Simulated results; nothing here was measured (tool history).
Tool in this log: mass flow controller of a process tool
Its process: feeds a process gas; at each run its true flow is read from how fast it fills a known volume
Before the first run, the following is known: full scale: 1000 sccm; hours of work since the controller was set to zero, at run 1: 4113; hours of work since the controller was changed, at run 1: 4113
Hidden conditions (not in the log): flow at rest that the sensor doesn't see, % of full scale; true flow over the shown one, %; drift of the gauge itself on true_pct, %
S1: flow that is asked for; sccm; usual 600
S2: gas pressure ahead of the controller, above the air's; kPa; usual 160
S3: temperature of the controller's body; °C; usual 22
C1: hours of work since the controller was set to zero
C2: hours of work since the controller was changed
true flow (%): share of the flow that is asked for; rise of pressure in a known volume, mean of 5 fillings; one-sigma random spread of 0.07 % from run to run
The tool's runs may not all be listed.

{"run": 1, "hour": 0.0, "S1": 600, "S2": 160, "S3": 22, "C1": 4113, "C2": 4113, "true flow (%)": 99.34}
{"run": 2, "hour": 155.3, "S1": 600, "S2": 160, "S3": 22, "C1": 4211, "C2": 4211, "true flow (%)": 99.13}
{"run": 3, "hour": 267.7, "S1": 600, "S2": 160, "S3": 22, "C1": 4281, "C2": 4281, "true flow (%)": 99.02}
{"run": 4, "hour": 425.6, "S1": 600, "S2": 160, "S3": 22, "C1": 4381, "C2": 4381, "true flow (%)": 98.95}
{"run": 5, "hour": 542.4, "S1": 600, "S2": 160, "S3": 22, "C1": 4455, "C2": 4455, "true flow (%)": 98.76}
{"run": 6, "hour": 642.6, "S1": 600, "S2": 160, "S3": 22, "C1": 4518, "C2": 4518, "true flow (%)": 98.7}
{"run": 7, "hour": 795.5, "S1": 600, "S2": 238, "S3": 22, "C1": 4614, "C2": 4614, "true flow (%)": 98.5}
{"run": 8, "hour": 944.7, "S1": 600, "S2": 160, "S3": 22, "C1": 4708, "C2": 4708, "true flow (%)": 98.5}
{"run": 9, "hour": 1108.6, "S1": 600, "S2": 160, "S3": 22, "C1": 4812, "C2": 4812, "true flow (%)": 98.31}
{"run": 10, "hour": 1207.9, "S1": 600, "S2": 163, "S3": 22, "C1": 4874, "C2": 4874, "true flow (%)": 98.12}
{"run": 11, "hour": 1369.0, "S1": 600, "S2": 160, "S3": 22, "C1": 4976, "C2": 4976, "true flow (%)": 97.95}
{"run": 12, "hour": 1525.1, "S1": 600, "S2": 160, "S3": 22, "C1": 5074, "C2": 5074, "true flow (%)": 97.88}
{"run": 13, "hour": 1693.1, "S1": 600, "S2": 160, "S3": 22, "C1": 5180, "C2": 5180, "true flow (%)": 97.68}
{"run": 14, "hour": 1771.2, "S1": 600, "S2": 160, "S3": 22, "C1": 5229, "C2": 5229, "true flow (%)": 97.77}
{"run": 15, "hour": 1917.3, "S1": 212, "S2": 160, "S3": 22, "C1": 5322, "C2": 5322, "true flow (%)": 97.05}
{"run": 16, "hour": 2084.7, "S1": 212, "S2": 160, "S3": 22, "C1": 5427, "C2": 5427, "true flow (%)": 96.93}
{"run": 17, "hour": 2210.8, "S1": 600, "S2": 216, "S3": 22, "C1": 5507, "C2": 5507, "true flow (%)": 97.18}
{"run": 18, "hour": 2343.7, "S1": 600, "S2": 216, "S3": 22, "C1": 5590, "C2": 5590, "true flow (%)": 97.03}
{"run": 19, "hour": 2509.3, "S1": 600, "S2": 216, "S3": 22, "C1": 5695, "C2": 5695, "true flow (%)": 96.86}
{"run": 20, "hour": 2591.9, "S1": 600, "S2": 216, "S3": 22, "C1": 5747, "C2": 5747, "true flow (%)": 96.76}
{"run": 21, "hour": 2698.5, "S1": 600, "S2": 216, "S3": 22, "C1": 5814, "C2": 5814, "true flow (%)": 96.66}
{"hour": 2750.2, "done": "gauge calibrated"}
{"run": 22, "hour": 2840.7, "S1": 600, "S2": 216, "S3": 22, "C1": 5904, "C2": 5904, "true flow (%)": 99.08}
{"run": 23, "hour": 2974.4, "S1": 600, "S2": 216, "S3": 22, "C1": 5988, "C2": 5988, "true flow (%)": 99.1}
{"run": 24, "hour": 3118.5, "S1": 235, "S2": 197, "S3": 22, "C1": 6079, "C2": 6079, "true flow (%)": 98.6}
{"run": 25, "hour": 3196.1, "S1": 235, "S2": 197, "S3": 22, "C1": 6128, "C2": 6128, "true flow (%)": 98.64}
{"run": 26, "hour": 3272.8, "S1": 235, "S2": 260, "S3": 20, "C1": 6176, "C2": 6176, "true flow (%)": 98.0}
{"run": 27, "hour": 3427.9, "S1": 490, "S2": 192, "S3": 34, "C1": 6274, "C2": 6274, "true flow (%)": 99.63}
{"run": 28, "hour": 3524.1, "S1": 600, "S2": 236, "S3": 23, "C1": 6335, "C2": 6335, "true flow (%)": 98.67}
{"run": 29, "hour": 3690.3, "S1": 140, "S2": 244, "S3": 22, "C1": 6440, "C2": 6440, "true flow (%)": 97.85}
{"run": 30, "hour": 3792.1, "S1": 140, "S2": 244, "S3": 22, "C1": 6504, "C2": 6504, "true flow (%)": 97.65}
{"run": 31, "hour": 3862.0, "S1": 317, "S2": 240, "S3": 22, "C1": 6548, "C2": 6548, "true flow (%)": 97.88}
{"run": 32, "hour": 4009.9, "S1": 122, "S2": 240, "S3": 26, "C1": 6641, "C2": 6641, "true flow (%)": 97.92}
{"run": 33, "hour": 4092.9, "S1": 122, "S2": 225, "S3": 23, "C1": 6693, "C2": 6693, "true flow (%)": 97.6}
{"hour": 4120.1, "done": "controller's zero set anew"}
{"run": 34, "hour": 4248.5, "S1": 600, "S2": 160, "S3": 24, "C1": 81, "C2": 6791, "true flow (%)": 98.15}
{"run": 35, "hour": 4356.0, "S1": 600, "S2": 160, "S3": 24, "C1": 149, "C2": 6859, "true flow (%)": 98.0}

Predict each of these 5 candidate next runs independently; none follows another, all start after run 35:
{"run": "A", "hour": 4482.4, "S1": 173, "S2": 221, "S3": 29, "C1": 228, "C2": 6939, "true flow (%)": "?"}
{"run": "B", "hour": 4482.4, "S1": 600, "S2": 163, "S3": 22, "C1": 228, "C2": 6939, "true flow (%)": "?"}
{"run": "C", "hour": 4482.4, "S1": 767, "S2": 214, "S3": 38, "C1": 228, "C2": 6939, "true flow (%)": "?"}
{"run": "D", "hour": 4482.4, "S1": 600, "S2": 232, "S3": 22, "C1": 228, "C2": 6939, "true flow (%)": "?"}
{"run": "E", "hour": 4482.4, "S1": 768, "S2": 160, "S3": 24, "C1": 228, "C2": 6939, "true flow (%)": "?"}

run=A true_flow_(%)=97.84
run=B true_flow_(%)=97.71
run=C true_flow_(%)=99.22
run=D true_flow_(%)=97.56
run=E true_flow_(%)=97.99
The same runs, with their run-to-run variation unchanged, on a tool lacking any hidden condition would have given:
run=A true_flow_(%)=99.51
run=B true_flow_(%)=99.37
run=C true_flow_(%)=100.91
run=D true_flow_(%)=99.23
run=E true_flow_(%)=99.66
